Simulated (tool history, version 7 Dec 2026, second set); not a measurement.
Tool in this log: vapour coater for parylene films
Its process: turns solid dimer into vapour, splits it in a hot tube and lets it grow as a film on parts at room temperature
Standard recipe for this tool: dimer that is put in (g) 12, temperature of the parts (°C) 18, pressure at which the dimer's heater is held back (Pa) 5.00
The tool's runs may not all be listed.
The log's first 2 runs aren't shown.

run,day,dimer that is put in (g),temperature of the parts (°C),pressure at which the dimer's heater is held back (Pa),thickness of the film (nm)
3,1.008,9,16,5.00,1375
4,1.508,12,18,5.00,1706
5,1.838,12,18,5.00,1703
6,2.450,12,18,5.00,1714
7,2.771,12,18,5.00,1703
8,3.488,12,10,5.00,2306
9,4.212,12,10,5.00,2320
10,4.675,12,16,5.00,1845
11,5.025,12,16,4.61,1880
12,5.446,12,16,4.61,1883
13,6.108,12,16,4.61,1882
14,6.646,8,18,5.00,1154
15,7.092,8,18,5.00,1144
16,7.850,8,18,5.00,1142
17,8.429,8,18,5.00,1155
18,9.125,8,18,5.00,1152
19,9.446,12,18,5.00,1735
20,10.046,12,18,5.00,1737
21,10.550,6,18,5.00,860
22,11.012,12,18,6.05,1683
# day 11.075: gauge calibrated
23,11.525,12,18,5.00,1700
24,12.096,15,24,11.57,1440
25,12.529,8,18,4.48,1168
26,13.229,12,26,5.00,1276

Estimate the outcome of run 27 from the log above:
27,13.892,12,29,3.18,?

thickness of the film (nm): 1239
Minus the tool's unlogged condition, the same run would have read thickness of the film (nm) 1236.
